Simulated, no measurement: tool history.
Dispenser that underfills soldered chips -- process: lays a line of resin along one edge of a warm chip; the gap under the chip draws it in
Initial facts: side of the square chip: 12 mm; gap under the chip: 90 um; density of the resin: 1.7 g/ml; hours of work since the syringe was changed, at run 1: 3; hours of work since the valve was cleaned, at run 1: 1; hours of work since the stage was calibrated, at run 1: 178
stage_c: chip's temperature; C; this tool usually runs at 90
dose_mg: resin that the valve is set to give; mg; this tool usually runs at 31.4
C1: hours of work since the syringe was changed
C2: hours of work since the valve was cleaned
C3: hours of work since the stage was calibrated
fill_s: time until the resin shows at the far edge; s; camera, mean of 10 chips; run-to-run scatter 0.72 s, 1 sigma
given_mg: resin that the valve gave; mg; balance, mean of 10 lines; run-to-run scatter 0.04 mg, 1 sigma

Run 1, hour 0.0: usual settings; C1 3; C2 1; C3 178. Result: fill_s 82.6 s, given_mg 31.48 mg.
At hour 5.1: new syringe of resin.
Run 2, hour 7.0: usual settings; C1 1; C2 6; C3 183. Result: fill_s 76.2 s, given_mg 31.41 mg.
Run 3, hour 12.3: usual settings but stage_c 82 C; C1 6; C2 10; C3 187. Result: fill_s 140.9 s, given_mg 31.33 mg.
At hour 13.9: new syringe of resin.
Run 4, hour 18.5: usual settings but stage_c 82 C; C1 4; C2 15; C3 192. Result: fill_s 119.0 s, given_mg 31.28 mg.
At hour 22.3: new syringe of resin.
Run 5, hour 25.2: usual settings but stage_c 77 C; C1 2; C2 20; C3 197. Result: fill_s 126.4 s, given_mg 31.19 mg.
At hour 31.0: new syringe of resin.
Run 6, hour 33.2: usual settings but stage_c 77 C; C1 2; C2 26; C3 203. Result: fill_s 123.1 s, given_mg 31.19 mg.
At hour 39.6: new syringe of resin.
Run 7, hour 39.6: usual settings but stage_c 77 C; C1 0; C2 31; C3 207. Result: fill_s 109.7 s, given_mg 31.08 mg.
Run 8, hour 46.8: usual settings but stage_c 77 C; C1 6; C2 36; C3 213. Result: fill_s 168.9 s, given_mg 30.95 mg.
At hour 48.0: new syringe of resin.
Run 9, hour 51.8: usual settings but stage_c 77 C; C1 3; C2 40; C3 217. Result: fill_s 143.5 s, given_mg 30.96 mg.
At hour 56.5: new syringe of resin.
Run 10, hour 57.5: usual settings but stage_c 99 C; C1 1; C2 44; C3 221. Result: fill_s 54.6 s, given_mg 30.90 mg.
Run 11, hour 61.7: usual settings; C1 4; C2 48; C3 224. Result: fill_s 97.0 s, given_mg 30.87 mg.
At hour 65.2: new syringe of resin.
Run 12, hour 67.0: usual settings but dose_mg 30.4 mg; C1 1; C2 52; C3 228. Result: fill_s 76.0 s, given_mg 29.78 mg.
Run 13, hour 71.6: usual settings but dose_mg 40.3 mg; C1 5; C2 55; C3 232. Result: fill_s 100.1 s, given_mg 39.45 mg.
At hour 73.9: new syringe of resin.
At hour 80.3: dispensing valve cleaned and set on the balance.
Run 14, hour 80.8: usual settings but stage_c 105 C, dose_mg 40.3 mg; C1 5; C2 0; C3 238. Result: fill_s 57.9 s, given_mg 40.11 mg.
At hour 83.8: new syringe of resin.
Run 15, hour 86.4: usual settings but stage_c 105 C, dose_mg 40.3 mg; C1 2; C2 4; C3 242. Result: fill_s 47.1 s, given_mg 39.98 mg.
Run 16, hour 90.4: usual settings but dose_mg 34.5 mg; C1 5; C2 8; C3 245. Result: fill_s 100.4 s, given_mg 34.34 mg.
At hour 92.3: new syringe of resin.
Run 17, hour 96.0: usual settings but dose_mg 34.5 mg; C1 3; C2 12; C3 249. Result: fill_s 83.7 s, given_mg 34.16 mg.
Run 18, hour 100.3: usual settings but stage_c 99 C, dose_mg 36.2 mg; C1 6; C2 15; C3 253. Result: fill_s 79.8 s, given_mg 35.82 mg.
At hour 101.4: new syringe of resin.
Run 19, hour 109.0: usual settings but stage_c 99 C, dose_mg 36.2 mg; C1 6; C2 22; C3 259. Result: fill_s 79.4 s, given_mg 35.61 mg.
At hour 110.2: new syringe of resin.
Run 20, hour 117.7: usual settings but stage_c 104 C, dose_mg 36.2 mg; C1 6; C2 28; C3 266. Result: fill_s 65.4 s, given_mg 35.64 mg.

Run 21, settings as shown, results not yet in. Your forecast:
At hour 118.8: new syringe of resin.
Run 21, hour 126.6: usual settings but stage_c 79 C, dose_mg 28.7 mg; C1 6; C2 35; C3 272. Result: fill_s ?, given_mg ?.

fill_s: 166.0 s
given_mg: 28.11 mg
Were there no unlogged condition in the tool, this run, its random variation unchanged, would have produced fill_s 98.4 s, given_mg 28.67 mg.
